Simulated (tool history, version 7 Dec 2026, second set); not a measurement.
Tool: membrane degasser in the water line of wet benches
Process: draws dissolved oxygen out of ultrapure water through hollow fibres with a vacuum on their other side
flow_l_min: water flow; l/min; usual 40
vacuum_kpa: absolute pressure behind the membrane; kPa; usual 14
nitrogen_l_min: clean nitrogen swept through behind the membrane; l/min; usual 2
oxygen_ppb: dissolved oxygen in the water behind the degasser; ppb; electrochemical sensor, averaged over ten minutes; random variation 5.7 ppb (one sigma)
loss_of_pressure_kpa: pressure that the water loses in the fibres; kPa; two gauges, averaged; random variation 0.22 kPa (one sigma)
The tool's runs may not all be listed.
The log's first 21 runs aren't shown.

| run | hour | flow_l_min | vacuum_kpa | nitrogen_l_min | hours since the membrane was changed | hours since the vacuum gauge was calibrated | hours since the vacuum lines were made tight | oxygen_ppb | loss_of_pressure_kpa |
|---|---|---|---|---|---|---|---|---|---|
| 22 | 5275.8 | 43 | 18.1 | 1.81 | 10318 | 7749 | 4806 | 936.3 | 64.83 |
| 23 | 5488.4 | 43 | 18.1 | 1.81 | 10530 | 7962 | 5018 | 925.1 | 64.93 |
| 24 | 5763.5 | 43 | 9.4 | 1.81 | 10805 | 8237 | 5293 | 555.6 | 65.29 |
| 25 | 5956.9 | 53 | 9.4 | 4.31 | 10999 | 8430 | 5487 | 512.8 | 80.29 |
| 26 | 6154.5 | 59 | 33.6 | 1.13 | 11196 | 8628 | 5684 | 2547.2 | 89.47 |
|  | 6430.3 | vacuum gauge calibrated |
| 27 | 6497.1 | 40 | 8.4 | 5.82 | 11538 | 67 | 6026 | 300.1 | 60.86 |
| 28 | 6799.4 | 40 | 8.4 | 5.82 | 11841 | 369 | 6329 | 295.4 | 60.96 |
| 29 | 6956.2 | 40 | 8.4 | 5.82 | 11997 | 526 | 6485 | 296.9 | 61.47 |
| 30 | 7186 | 40 | 20.9 | 2 | 12227 | 756 | 6715 | 911.5 | 61.4 |
|  | 7423.6 | seals of the vacuum lines changed |
| 31 | 7423.6 | 40 | 26.6 | 1.13 | 12463 | 991 | 0 | 1623.4 | 61.65 |
| 32 | 7664.9 | 57 | 26.6 | 1.13 | 12704 | 1233 | 241 | 2115.6 | 88.07 |

3 ways to go on from here, each from the tool as it stands after run 32. What would each give?
| A | 7850.1 | 60 | 23.2 | 2 | 12889 | 1418 | 426 | ? | ? |
| B | 7850.1 | 45 | 8.6 | 5 | 12889 | 1418 | 426 | ? | ? |
| C | 7850.1 | 51 | 31.9 | 3.35 | 12889 | 1418 | 426 | ? | ? |

| run | oxygen_ppb | loss_of_pressure_kpa |
|---|---|---|
| A | 1438.3 | 92.37 |
| B | 386.5 | 69.42 |
| C | 1185 | 78.88 |
Without the tool's hidden state the same runs would have given:
| run | oxygen_ppb | loss_of_pressure_kpa |
|---|---|---|
| A | 1338.6 | 82.58 |
| B | 295.5 | 62.06 |
| C | 1096.5 | 70.51 |
